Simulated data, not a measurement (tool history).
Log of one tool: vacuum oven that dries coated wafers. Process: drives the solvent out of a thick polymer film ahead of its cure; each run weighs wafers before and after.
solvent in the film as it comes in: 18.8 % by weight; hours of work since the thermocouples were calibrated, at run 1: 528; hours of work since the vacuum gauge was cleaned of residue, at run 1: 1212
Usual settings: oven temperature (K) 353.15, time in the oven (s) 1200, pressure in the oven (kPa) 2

run	hour	oven temperature (K)	time in the oven (s)	pressure in the oven (kPa)	hours of work since the thermocouples were calibrated	hours of work since the vacuum gauge was cleaned of residue	solvent left in the film (%)
1	0	353.15	1200	2	528	1212	3.33
2	42.6	353.15	1200	2	561	1244	3.37
3	75	353.15	1200	2	585	1269	3.29
4	100	353.15	1200	2	604	1288	3.36
5	118.4	353.15	1200	2	618	1302	3.33
6	161.8	353.15	1200	2	651	1335	3.45
7	189.8	353.15	1200	2	673	1356	3.39
8	233.3	353.15	1200	2	706	1389	3.46
9	260.8	353.15	1200	1.47	727	1410	3.21
# hour 266.4: oven's thermocouples calibrated
10	304.5	353.15	660	6.27	29	1442	7.77
11	337	353.15	1740	6.23	54	1467	3.83
12	374.6	345.15	780	2.99	83	1496	8.38
13	418.8	359.15	660	2.84	116	1529	5.14
14	445.1	359.15	660	2.84	136	1549	5.18
15	479.6	353.15	900	2	163	1576	4.95

4 ways to go on from here, each from the tool as it stands after run 15. What would each give?
# hour 511.5: oven's thermocouples calibrated, once more
A	515.4	344.15	900	1.47	3	1602	?
# hour 511.5: oven's thermocouples calibrated, once more
B	515.4	361.15	1800	1.65	3	1602	?
# hour 511.5: oven's thermocouples calibrated, once more
C	515.4	365.15	720	1.56	3	1602	?
# hour 511.5: oven's thermocouples calibrated, once more
D	515.4	367.15	900	2	3	1602	?

run	solvent left in the film (%)
A	6.6
B	0.78
C	2.5
D	1.5
Without the tool's hidden state the same runs would have given:
run	solvent left in the film (%)
A	6.53
B	0.69
C	2.47
D	1.45

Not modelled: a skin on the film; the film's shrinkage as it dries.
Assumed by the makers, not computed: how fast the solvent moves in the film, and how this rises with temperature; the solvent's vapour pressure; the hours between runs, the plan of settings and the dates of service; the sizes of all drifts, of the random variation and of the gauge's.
